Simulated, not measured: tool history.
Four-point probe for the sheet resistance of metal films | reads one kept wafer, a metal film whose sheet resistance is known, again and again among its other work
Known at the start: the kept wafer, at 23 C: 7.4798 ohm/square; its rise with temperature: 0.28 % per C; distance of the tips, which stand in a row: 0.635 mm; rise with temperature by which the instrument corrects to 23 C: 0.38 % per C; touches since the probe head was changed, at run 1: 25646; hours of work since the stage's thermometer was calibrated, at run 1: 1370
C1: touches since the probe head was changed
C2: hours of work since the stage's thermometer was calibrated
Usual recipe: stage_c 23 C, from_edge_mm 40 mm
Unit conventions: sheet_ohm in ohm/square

run 1 hour=0.0 | stage_c=23 from_edge_mm=40 | C1=25646 C2=1370 | sheet_ohm=7.520755
run 2 hour=50.3 | stage_c=29 from_edge_mm=40 | C1=26807 C2=1394 | sheet_ohm=7.478326
run 3 hour=102.2 | stage_c=23 from_edge_mm=40 | C1=28006 C2=1420 | sheet_ohm=7.522774
run 4 hour=153.5 | stage_c=23 from_edge_mm=40 | C1=29191 C2=1445 | sheet_ohm=7.525071
run 5 hour=220.9 | stage_c=23 from_edge_mm=17 | C1=30747 C2=1477 | sheet_ohm=7.529263
run 6 hour=252.8 | stage_c=23 from_edge_mm=40 | C1=31484 C2=1493 | sheet_ohm=7.529278
run 7 hour=322.5 | stage_c=26 from_edge_mm=37 | C1=33094 C2=1527 | sheet_ohm=7.502201
run 8 hour=361.3 | stage_c=20 from_edge_mm=6 | C1=33990 C2=1545 | sheet_ohm=7.595330
run 9 hour=396.6 | stage_c=32 from_edge_mm=40 | C1=34805 C2=1562 | sheet_ohm=7.460796
run 10 hour=448.5 | stage_c=28 from_edge_mm=6 | C1=36004 C2=1588 | sheet_ohm=7.536654
run 11 hour=512.9 | stage_c=20 from_edge_mm=6 | C1=37491 C2=1619 | sheet_ohm=7.600748

Forecast each of these 5 alternatives for the next run:
run A hour=542.6 | stage_c=19 from_edge_mm=6 | C1=38175 C2=1633 | sheet_ohm=?
run B hour=542.6 | stage_c=19 from_edge_mm=6 | C1=38175 C2=1633 | sheet_ohm=?
run C hour=542.6 | stage_c=33 from_edge_mm=6 | C1=38175 C2=1633 | sheet_ohm=?
run D hour=542.6 | stage_c=29 from_edge_mm=8 | C1=38175 C2=1633 | sheet_ohm=?
run E hour=542.6 | stage_c=34 from_edge_mm=24 | C1=38175 C2=1633 | sheet_ohm=?

run=A sheet_ohm=7.611636
run=B sheet_ohm=7.610262
run=C sheet_ohm=7.502280
run=D sheet_ohm=7.512639
run=E sheet_ohm=7.453451
Had the tool no hidden state, the same runs would have come out as:
run=A sheet_ohm=7.558862
run=B sheet_ohm=7.557498
run=C sheet_ohm=7.450756
run=D sheet_ohm=7.460899
run=E sheet_ohm=7.402280
